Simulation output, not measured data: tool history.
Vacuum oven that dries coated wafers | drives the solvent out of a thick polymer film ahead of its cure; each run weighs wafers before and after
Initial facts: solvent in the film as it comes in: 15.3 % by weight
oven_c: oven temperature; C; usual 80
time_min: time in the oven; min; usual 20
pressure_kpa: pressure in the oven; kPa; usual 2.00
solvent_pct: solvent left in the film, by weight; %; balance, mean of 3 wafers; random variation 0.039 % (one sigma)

run 1 day=0.000 | oven_c=80 time_min=20 pressure_kpa=2.00 | solvent_pct=3.89
run 2 day=1.088 | oven_c=80 time_min=20 pressure_kpa=2.00 | solvent_pct=3.92
run 3 day=2.321 | oven_c=80 time_min=20 pressure_kpa=2.00 | solvent_pct=3.97
run 4 day=3.533 | oven_c=80 time_min=20 pressure_kpa=2.00 | solvent_pct=3.98
run 5 day=5.025 | oven_c=80 time_min=20 pressure_kpa=2.00 | solvent_pct=3.98
run 6 day=6.058 | oven_c=80 time_min=20 pressure_kpa=2.00 | solvent_pct=3.99
run 7 day=7.454 | oven_c=80 time_min=20 pressure_kpa=2.00 | solvent_pct=4.00
run 8 day=8.646 | oven_c=80 time_min=20 pressure_kpa=5.05 | solvent_pct=5.92
run 9 day=9.304 | oven_c=80 time_min=20 pressure_kpa=5.05 | solvent_pct=5.94
run 10 day=10.179 | oven_c=80 time_min=20 pressure_kpa=5.05 | solvent_pct=5.95
run 11 day=11.067 | oven_c=80 time_min=28 pressure_kpa=2.00 | solvent_pct=3.02
run 12 day=11.671 | oven_c=80 time_min=28 pressure_kpa=2.00 | solvent_pct=3.01
run 13 day=12.921 | oven_c=67 time_min=20 pressure_kpa=2.00 | solvent_pct=7.40
run 14 day=13.854 | oven_c=67 time_min=20 pressure_kpa=2.00 | solvent_pct=7.34
run 15 day=15.050 | oven_c=67 time_min=20 pressure_kpa=2.00 | solvent_pct=7.35
run 16 day=16.088 | oven_c=67 time_min=20 pressure_kpa=2.00 | solvent_pct=7.33
run 17 day=16.712 | oven_c=80 time_min=20 pressure_kpa=1.63 | solvent_pct=3.81
run 18 day=18.188 | oven_c=80 time_min=20 pressure_kpa=4.75 | solvent_pct=5.86
run 19 day=19.079 | oven_c=80 time_min=20 pressure_kpa=4.75 | solvent_pct=5.81
run 20 day=19.867 | oven_c=80 time_min=20 pressure_kpa=2.00 | solvent_pct=4.16
run 21 day=20.538 | oven_c=80 time_min=20 pressure_kpa=2.00 | solvent_pct=4.23
run 22 day=21.862 | oven_c=95 time_min=20 pressure_kpa=2.00 | solvent_pct=1.66
run 23 day=22.888 | oven_c=80 time_min=20 pressure_kpa=2.00 | solvent_pct=4.22
run 24 day=23.792 | oven_c=80 time_min=20 pressure_kpa=2.00 | solvent_pct=4.25
run 25 day=25.233 | oven_c=80 time_min=20 pressure_kpa=2.00 | solvent_pct=4.32
run 26 day=26.729 | oven_c=89 time_min=25 pressure_kpa=2.00 | solvent_pct=1.98
run 27 day=27.558 | oven_c=80 time_min=24 pressure_kpa=2.00 | solvent_pct=3.63
run 28 day=28.854 | oven_c=80 time_min=24 pressure_kpa=2.00 | solvent_pct=3.70
run 29 day=29.954 | oven_c=80 time_min=24 pressure_kpa=2.00 | solvent_pct=3.74
run 30 day=31.296 | oven_c=80 time_min=24 pressure_kpa=2.00 | solvent_pct=3.72
run 31 day=32.517 | oven_c=83 time_min=24 pressure_kpa=2.60 | solvent_pct=3.46
run 32 day=33.517 | oven_c=71 time_min=18 pressure_kpa=2.00 | solvent_pct=6.99
run 33 day=34.642 | oven_c=71 time_min=18 pressure_kpa=2.00 | solvent_pct=7.01
run 34 day=35.950 | oven_c=71 time_min=18 pressure_kpa=2.00 | solvent_pct=6.96
run 35 day=37.175 | oven_c=95 time_min=11 pressure_kpa=1.20 | solvent_pct=3.13
run 36 day=38.133 | oven_c=95 time_min=11 pressure_kpa=1.20 | solvent_pct=3.17
run 37 day=38.858 | oven_c=95 time_min=12 pressure_kpa=1.33 | solvent_pct=2.84
run 38 day=40.212 | oven_c=80 time_min=33 pressure_kpa=2.19 | solvent_pct=3.08
run 39 day=40.979 | oven_c=76 time_min=34 pressure_kpa=5.31 | solvent_pct=6.37
run 40 day=42.383 | oven_c=76 time_min=34 pressure_kpa=5.31 | solvent_pct=6.43
run 41 day=43.804 | oven_c=80 time_min=25 pressure_kpa=4.39 | solvent_pct=5.38
run 42 day=45.175 | oven_c=80 time_min=12 pressure_kpa=1.30 | solvent_pct=6.08
run 43 day=45.896 | oven_c=80 time_min=20 pressure_kpa=6.62 | solvent_pct=7.47
run 44 day=46.546 | oven_c=68 time_min=27 pressure_kpa=5.28 | solvent_pct=9.77
run 45 day=47.562 | oven_c=68 time_min=27 pressure_kpa=4.22 | solvent_pct=8.63
run 46 day=49.046 | oven_c=68 time_min=28 pressure_kpa=2.79 | solvent_pct=7.22
run 47 day=50.100 | oven_c=68 time_min=28 pressure_kpa=2.79 | solvent_pct=7.25

Predict each of these 3 candidate next runs independently; none follows another, all start after run 47:
-- day=50.417 vacuum gauge cleaned of residue and calibrated
-- day=50.896 oven's thermocouples calibrated
run A day=51.604 | oven_c=75 time_min=20 pressure_kpa=1.48 | solvent_pct=?
-- day=50.417 vacuum gauge cleaned of residue and calibrated
-- day=50.896 oven's thermocouples calibrated
run B day=51.604 | oven_c=81 time_min=16 pressure_kpa=5.73 | solvent_pct=?
-- day=50.417 vacuum gauge cleaned of residue and calibrated
-- day=50.896 oven's thermocouples calibrated
run C day=51.604 | oven_c=94 time_min=28 pressure_kpa=2.79 | solvent_pct=?

run=A solvent_pct=4.28
run=B solvent_pct=6.22
run=C solvent_pct=1.37
Had the tool no hidden state, the same runs would have come out as:
run=A solvent_pct=4.33
run=B solvent_pct=6.29
run=C solvent_pct=1.38
